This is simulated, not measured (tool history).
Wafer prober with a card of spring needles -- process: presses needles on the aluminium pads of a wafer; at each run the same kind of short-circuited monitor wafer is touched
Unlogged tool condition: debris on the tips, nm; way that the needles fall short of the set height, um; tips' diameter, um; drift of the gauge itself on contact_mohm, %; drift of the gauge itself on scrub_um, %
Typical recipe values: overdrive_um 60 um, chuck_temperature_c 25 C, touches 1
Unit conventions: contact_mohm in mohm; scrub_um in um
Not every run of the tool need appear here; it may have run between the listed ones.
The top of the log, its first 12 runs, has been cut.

run	day	overdrive_um	chuck_temperature_c	touches	touches since the tips were cleaned	cleanings since the card got new needles	touches since the first contact's height was set	contact_mohm	scrub_um
# day 30.996: tips cleaned on abrasive film
# day 32.492: tips cleaned on abrasive film
# day 33.875: tips cleaned on abrasive film
13	33.875	60	25	1	0	109	91204	283	8.23
# day 35.175: tips cleaned on abrasive film
# day 36.538: tips cleaned on abrasive film
14	37.629	62	25	1	4776	111	107610	339	8.44
# day 37.95: tips cleaned on abrasive film
# day 39.454: tips cleaned on abrasive film
15	40.296	62	25	1	3695	113	119277	320	8.46
# day 40.779: tips cleaned on abrasive film
16	42.029	59	27	1	5483	114	126862	366	8
# day 42.35: tips cleaned on abrasive film
# day 43.65: tips cleaned on abrasive film
# day 44.921: tips cleaned on abrasive film
17	44.921	64	89	2	0	117	139479	299	8.68
# day 46.196: tips cleaned on abrasive film
# day 46.525: height of the first contact set anew
# day 47.483: tips cleaned on abrasive film
18	48.204	64	89	2	3161	119	7341	318	9.02
# day 49.025: tips cleaned on abrasive film
# day 50.404: tips cleaned on abrasive film
19	50.683	64	89	2	1238	121	18181	308	8.98
# day 51.746: tips cleaned on abrasive film
# day 53.033: tips cleaned on abrasive film
20	53.308	48	30	1	1212	123	29655	321	6.69
# day 54.467: tips cleaned on abrasive film
# day 55.962: tips cleaned on abrasive film
21	56.533	70	32	1	2499	125	43742	301	9.79
# day 57.258: tips cleaned on abrasive film
# day 58.767: tips cleaned on abrasive film
22	58.871	66	54	3	444	127	53952	284	9.16
# day 60.192: tips cleaned on abrasive film
23	60.55	58	123	2	1560	128	61300	334	8.02
# day 61.558: tips cleaned on abrasive film
24	62.446	58	123	2	3892	129	69593	344	7.98
# day 63.038: tips cleaned on abrasive film
# day 64.421: tips cleaned on abrasive film
25	64.671	60	52	1	1095	131	79312	312	8.3
# day 65.717: tips cleaned on abrasive film
# day 67.146: tips cleaned on abrasive film
# day 68.458: tips cleaned on abrasive film
26	68.567	60	105	1	479	134	96346	317	8.22
# day 69.817: tips cleaned on abrasive film
27	70.775	63	45	1	4187	135	105997	342	8.7
# day 71.096: tips cleaned on abrasive film
# day 72.45: tips cleaned on abrasive film
# day 73.992: tips cleaned on abrasive film
28	74.35	42	85	2	1570	138	121622	346	5.67
# day 75.417: tips cleaned on abrasive film
29	76.158	42	85	2	3248	139	129527	380	5.59
# day 76.708: tips cleaned on abrasive film
# day 78.108: tips cleaned on abrasive film
# day 79.483: tips cleaned on abrasive film
30	79.55	42	85	2	282	142	144336	329	5.61

What if the next run were any one of these 3? Each begins from the tool's condition after run 30:
# day 80.062: height of the first contact set anew
# day 80.95: tips cleaned on abrasive film
# day 82.304: tips cleaned on abrasive film
A	82.458	74	76	2	686	144	10478	?	?
# day 80.062: height of the first contact set anew
# day 80.95: tips cleaned on abrasive film
# day 82.304: tips cleaned on abrasive film
B	82.458	70	63	1	686	144	10478	?	?
# day 80.062: height of the first contact set anew
# day 80.95: tips cleaned on abrasive film
# day 82.304: tips cleaned on abrasive film
C	82.458	62	70	3	686	144	10478	?	?

run	contact_mohm	scrub_um
A	294	10.33
B	294	9.85
C	298	8.71
Take away the tool's hidden state, keep each run's random variation, and the runs would have read:
run	contact_mohm	scrub_um
A	282	10.36
B	276	9.88
C	285	8.74

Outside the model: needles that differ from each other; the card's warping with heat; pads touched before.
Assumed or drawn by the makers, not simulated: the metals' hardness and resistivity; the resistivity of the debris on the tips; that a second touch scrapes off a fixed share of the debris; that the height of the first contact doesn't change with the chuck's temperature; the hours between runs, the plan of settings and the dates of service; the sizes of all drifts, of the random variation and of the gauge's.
